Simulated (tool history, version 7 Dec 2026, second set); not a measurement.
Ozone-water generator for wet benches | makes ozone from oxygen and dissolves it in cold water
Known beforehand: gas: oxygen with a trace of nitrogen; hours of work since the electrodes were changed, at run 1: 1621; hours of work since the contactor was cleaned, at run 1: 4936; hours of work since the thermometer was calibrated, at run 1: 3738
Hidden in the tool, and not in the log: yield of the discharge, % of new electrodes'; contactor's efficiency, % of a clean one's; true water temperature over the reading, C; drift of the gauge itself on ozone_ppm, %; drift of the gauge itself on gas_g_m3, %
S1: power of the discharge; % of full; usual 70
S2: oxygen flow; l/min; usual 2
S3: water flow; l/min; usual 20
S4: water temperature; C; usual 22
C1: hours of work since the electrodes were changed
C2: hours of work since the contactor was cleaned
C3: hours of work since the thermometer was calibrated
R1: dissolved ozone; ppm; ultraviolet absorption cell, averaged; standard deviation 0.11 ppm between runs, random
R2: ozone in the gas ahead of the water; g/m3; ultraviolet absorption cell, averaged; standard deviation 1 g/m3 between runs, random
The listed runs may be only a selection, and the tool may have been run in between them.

run	hour	S1	S2	S3	S4	C1	C2	C3	R1	R2
1	0	70	2	20	22	1621	4936	3738	9	172.3
2	41.4	70	2	20	22	1651	4966	3768	9	175.6
3	76.7	70	1.82	20	22	1676	4991	3793	8.9	180.2
4	113.4	70	1.82	20	22	1703	5017	3820	8.8	180.1
5	144.1	70	1.82	20	22	1725	5039	3842	8.9	180.3
6	171.6	49	2	20	22	1745	5059	3862	7.3	133.4
7	228.4	70	1.38	20	22	1786	5100	3902	7.8	200.1
8	262.3	70	3.06	20	22	1810	5124	3927	10.7	150.6
9	312.4	70	3.06	20	22	1846	5160	3963	10.5	151
10	366.6	70	3.06	20	22	1885	5199	4002	10.7	150.4
11	400.2	70	3.06	20	28	1909	5224	4026	9.8	151.4
12	439.5	68	2	20	22	1937	5252	4054	8.9	170.9
13	489.2	68	2.72	20	22	1973	5288	4090	10.1	153.6
# hour 494.3: water thermometer calibrated
14	548.5	70	2.26	20	22	2015	5330	39	9.4	168.4
15	576.4	70	2	20	23	2035	5350	59	9	174.4
# hour 594.7: water thermometer calibrated, once more
16	629.6	70	2	20	23	2073	5388	25	9.1	171.1

Run 17 comes next. What will it give?
17	656.8	70	2	20	22	2093	5407	45	?	?

R1: 9 ppm
R2: 173.2 g/m3
With no hidden state in the tool, this same run would have given R1 9.6 ppm, R2 179.5 g/m3.
